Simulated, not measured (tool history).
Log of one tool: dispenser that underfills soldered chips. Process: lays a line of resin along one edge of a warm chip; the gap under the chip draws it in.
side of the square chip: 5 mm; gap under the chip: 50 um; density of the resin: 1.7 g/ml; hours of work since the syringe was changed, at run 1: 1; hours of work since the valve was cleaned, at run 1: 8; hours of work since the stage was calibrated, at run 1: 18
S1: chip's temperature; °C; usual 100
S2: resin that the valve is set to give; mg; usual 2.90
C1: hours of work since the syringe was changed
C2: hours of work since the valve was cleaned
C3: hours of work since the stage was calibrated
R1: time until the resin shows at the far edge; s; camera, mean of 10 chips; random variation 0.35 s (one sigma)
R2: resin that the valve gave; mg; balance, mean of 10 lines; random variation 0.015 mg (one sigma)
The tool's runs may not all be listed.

run   hour   S1    S2  C1   C2   C3    R1    R2
  1    0.0  100  2.90   1    8   18  19.9  2.88
  2    5.2  100  3.33   4   11   21  22.1  3.28
  3   10.4  100  3.33   8   15   24  26.0  3.25
      13.7  -- new syringe of resin
  4   18.2  100  2.90   3   19   29  22.0  2.86
  5   23.9  100  2.90   6   23   32  25.3  2.81
      29.3  -- new syringe of resin
  6   31.2  100  2.90   1   27   36  20.5  2.84
  7   36.3  100  2.90   4   30   40  22.9  2.82
  8   43.0  106  2.90   8   34   44  22.0  2.82
      45.0  -- new syringe of resin
  9   49.1  106  2.90   3   38   47  17.1  2.80
 10   57.0   98  2.90   7   43   52  28.5  2.80
      60.8  -- new syringe of resin
 11   62.0   87  2.90   1   45   55  33.1  2.79
 12   66.4   87  2.90   3   48   58  37.5  2.77
 13   72.2   87  2.90   7   52   61  43.5  2.77
      77.1  -- new syringe of resin
 14   78.0   87  2.90   1   55   64  32.4  2.78
 15   85.3   87  2.90   5   60   69  38.6  2.76
 16   90.0   87  2.66   8   62   72  46.5  2.51
      93.4  -- new syringe of resin
 17   94.8  112  3.05   1   65   75  12.9  2.89
 18   98.4  100  3.13   3   67   77  22.2  2.97
 19  103.2   96  3.29   6   70   80  29.5  3.08
 20  107.1   92  2.90   8   73   82  39.0  2.71
     109.1  -- new syringe of resin
 21  116.0  103  3.58   4   78   87  19.0  3.34
 22  121.7   97  3.37   8   81   91  29.7  3.13
     124.8  -- new syringe of resin
 23  126.4   97  3.37   1   84   94  22.7  3.15
 24  130.4   86  2.76   3   87   96  40.8  2.57
 25  135.9  107  3.51   7   90   99  20.2  3.25
     140.4  -- new syringe of resin
 26  142.6  108  3.51   1   94  103  14.8  3.25
 27  151.1  108  3.51   7   99  108  18.4  3.23
     156.4  -- new syringe of resin
 28  158.8  103  2.92   1  104  113  18.4  2.68
 29  163.8   85  3.38   4  107  116  41.9  3.07

Measured less the same run without the tool's hidden state. The same run-to-run variation is in both; the gauge's scatter may not be:
The hidden state here: resin's viscosity, % of fresh resin's; dose that the valve gives, % of what is set; true chip temperature over the reading, C; drift of the gauge itself on fill_s, %; drift of the gauge itself on given_mg, %.
run     R1     R2
  1   +1.2  -0.03
  2   +4.2  -0.04
  3   +7.6  -0.04
  4   +3.0  -0.05
  5   +6.5  -0.06
  6   +1.0  -0.07
  7   +4.0  -0.08
  8   +7.0  -0.09
  9   +2.1  -0.10
 10   +8.4  -0.11
 11   +2.1  -0.12
 12   +6.4  -0.12
 13  +12.6  -0.13
 14   +1.3  -0.13
 15   +8.3  -0.14
 16  +14.4  -0.15
 17   +1.0  -0.17
 18   +3.6  -0.18
 19   +7.7  -0.20
 20  +13.3  -0.18
 21   +3.5  -0.24
 22   +8.7  -0.23
 23   +1.9  -0.24
 24   +7.9  -0.21
 25   +5.8  -0.27
 26   +1.0  -0.27
 27   +4.8  -0.29
 28   +1.7  -0.25
 29   +8.1  -0.30
